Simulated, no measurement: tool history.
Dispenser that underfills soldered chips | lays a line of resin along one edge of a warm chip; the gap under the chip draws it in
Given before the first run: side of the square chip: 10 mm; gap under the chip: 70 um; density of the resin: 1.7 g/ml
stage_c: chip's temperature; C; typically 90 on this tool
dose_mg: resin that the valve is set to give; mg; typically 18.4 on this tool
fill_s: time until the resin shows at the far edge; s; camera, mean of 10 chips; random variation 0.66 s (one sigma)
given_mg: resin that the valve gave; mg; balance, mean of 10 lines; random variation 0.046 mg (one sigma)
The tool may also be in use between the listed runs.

run,day,stage_c,dose_mg,fill_s,given_mg
1,0,90,18.4,77.4,18.08
2,0.142,90,22.2,87.4,21.75
# day 0.183: new syringe of resin
3,0.325,93,18.4,63.6,18.07
# day 0.579: new syringe of resin
4,0.625,93,18.4,57.9,17.9
5,0.929,93,18.4,77,17.94
# day 0.983: new syringe of resin
6,1.267,90,18.4,82.3,17.77
# day 1.383: new syringe of resin
7,1.554,90,18.4,71.3,17.81
8,1.696,90,18.4,81.8,17.79
# day 1.779: new syringe of resin
9,1.988,90,23.2,75.1,22.31
# day 2.192: new syringe of resin
10,2.208,90,23.2,60.4,22.25
11,2.508,90,23.2,82.4,22.27
# day 2.592: new syringe of resin
12,2.742,90,18.3,71.9,17.53
13,2.888,90,18.3,82.7,17.42
# day 2.988: new syringe of resin
# day 3.029: dispensing valve cleaned and set on the balance
14,3.125,90,18.3,68.5,18.23
15,3.379,90,18.4,90.5,18.35
# day 3.446: new syringe of resin
16,3.65,90,18.4,75.7,18.34
# day 3.842: new syringe of resin
17,3.95,90,18.4,67.8,18.22
18,4.188,90,18.4,84.3,18.23
# day 4.254: new syringe of resin
19,4.388,85,18.4,83.7,18.27
20,4.604,85,18.4,102.6,18.18
# day 4.65: new syringe of resin
21,4.775,90,23,69,22.73
# day 5.046: new syringe of resin
22,5.046,75,16.1,106.9,15.81
23,5.25,75,16.1,134.2,15.72
24,5.388,76,20.4,142.4,20
# day 5.45: new syringe of resin
25,5.621,76,20.4,120,19.93
# day 5.85: new syringe of resin
26,5.883,78,21.6,95.6,21
27,6.054,78,21.6,113.7,21.07
# day 6.267: new syringe of resin
28,6.379,76,23.6,113.9,22.92
# day 6.667: new syringe of resin
29,6.679,102,21.8,41.8,20.97
30,6.888,82,23,101.3,22.16
# day 7.062: new syringe of resin
31,7.071,77,17.8,102.6,17.18
32,7.254,77,17.8,123.9,17.09
33,7.4,77,17.8,144.7,17.11
# day 7.471: new syringe of resin
34,7.721,104,22.8,50.2,21.83

Consider 4 possible next runs. They are alternatives, not a sequence: every one starts from the tool as it was left by run 34. What does each give?
# day 7.846: dispensing valve cleaned and set on the balance
# day 7.921: new syringe of resin
A,8.104,99,18,?,?
# day 7.846: dispensing valve cleaned and set on the balance
# day 7.921: new syringe of resin
B,8.104,78,20.9,?,?
# day 7.846: dispensing valve cleaned and set on the balance
# day 7.921: new syringe of resin
C,8.104,90,23.3,?,?
# day 7.846: dispensing valve cleaned and set on the balance
# day 7.921: new syringe of resin
D,8.104,104,17.8,?,?

run,fill_s,given_mg
A,55.9,17.98
B,111.4,20.84
C,73,23.26
D,48.7,17.75
Had the tool no hidden state, the same runs would have come out as:
run,fill_s,given_mg
A,44.2,18.05
B,87.4,20.92
C,57.7,23.35
D,38.6,17.82
